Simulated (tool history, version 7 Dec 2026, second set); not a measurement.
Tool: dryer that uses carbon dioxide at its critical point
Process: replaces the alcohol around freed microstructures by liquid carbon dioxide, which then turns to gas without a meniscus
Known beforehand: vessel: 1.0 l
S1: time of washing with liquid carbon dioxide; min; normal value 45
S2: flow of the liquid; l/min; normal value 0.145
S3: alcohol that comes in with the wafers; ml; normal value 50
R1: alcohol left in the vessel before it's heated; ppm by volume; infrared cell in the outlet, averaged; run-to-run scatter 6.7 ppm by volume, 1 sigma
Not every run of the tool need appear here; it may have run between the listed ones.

Run 1, hour 0: usual settings. Result: R1 406 ppm by volume.
Run 2, hour 6.8: usual settings. Result: R1 413 ppm by volume.
Run 3, hour 15: usual settings. Result: R1 417 ppm by volume.
Run 4, hour 23.6: usual settings. Result: R1 426 ppm by volume.
Run 5, hour 28.2: usual settings. Result: R1 421 ppm by volume.
Run 6, hour 35.8: usual settings but S1 60 min. Result: R1 97 ppm by volume.
Run 7, hour 43.5: usual settings but S1 63 min. Result: R1 83 ppm by volume.
Run 8, hour 48.6: usual settings but S1 63 min. Result: R1 80 ppm by volume.
Run 9, hour 55.3: usual settings but S1 63 min. Result: R1 83 ppm by volume.
Run 10, hour 59.1: usual settings but S1 63 min. Result: R1 74 ppm by volume.
Run 11, hour 67.3: usual settings but S2 0.221 l/min. Result: R1 56 ppm by volume.
Run 12, hour 74.1: usual settings but S2 0.144 l/min. Result: R1 453 ppm by volume.
Run 13, hour 79.8: usual settings but S2 0.144 l/min. Result: R1 461 ppm by volume.
Run 14, hour 85.5: usual settings but S1 57 min, S2 0.245 l/min. Result: R1 34 ppm by volume.
Run 15, hour 91.9: usual settings but S1 54 min, S2 0.23 l/min. Result: R1 39 ppm by volume.
Run 16, hour 97.4: usual settings but S1 51 min, S2 0.141 l/min, S3 69 ml. Result: R1 391 ppm by volume.
Run 17, hour 104.7: usual settings but S1 51 min, S2 0.141 l/min, S3 69 ml. Result: R1 413 ppm by volume.
Run 18, hour 109.1: usual settings but S1 63 min, S2 0.092 l/min, S3 34 ml. Result: R1 482 ppm by volume.
Run 19, hour 116: usual settings but S2 0.171 l/min, S3 107 ml. Result: R1 447 ppm by volume.
Run 20, hour 125: usual settings but S1 66 min, S2 0.171 l/min, S3 107 ml. Result: R1 55 ppm by volume.
Run 21, hour 130.8: usual settings but S1 43 min, S2 0.208 l/min. Result: R1 114 ppm by volume.
Run 22, hour 136.4: usual settings but S1 43 min, S2 0.208 l/min. Result: R1 115 ppm by volume.
Run 23, hour 142.8: usual settings but S1 63 min, S2 0.168 l/min, S3 21 ml. Result: R1 41 ppm by volume.
Run 24, hour 151: usual settings but S1 63 min, S2 0.168 l/min, S3 21 ml. Result: R1 40 ppm by volume.
Run 25, hour 157.6: usual settings but S1 63 min, S2 0.168 l/min, S3 21 ml. Result: R1 45 ppm by volume.

Some steps in R1 between neighbouring runs. How much of each would the tool show without its hidden state too (settings, what came in, random variation), and how much is left for the hidden state, with any gauge scatter that isn't in both results?
What the log doesn't record here: flow that reaches the vessel past the clogged filter, %; alcohol in the recycled carbon dioxide, ppm; drift of the gauge itself on alcohol_ppm, %.
Run 11 -> 12: S2 0.221 -> 0.144. R1 +397 ppm by volume: hidden state +121, all else +276.
Run 13 -> 14: S1 45 -> 57, S2 0.144 -> 0.245. R1 -427 ppm by volume: hidden state -138, all else -289.
Run 19 -> 20: S1 45 -> 66. R1 -392 ppm by volume: hidden state -145, all else -247.
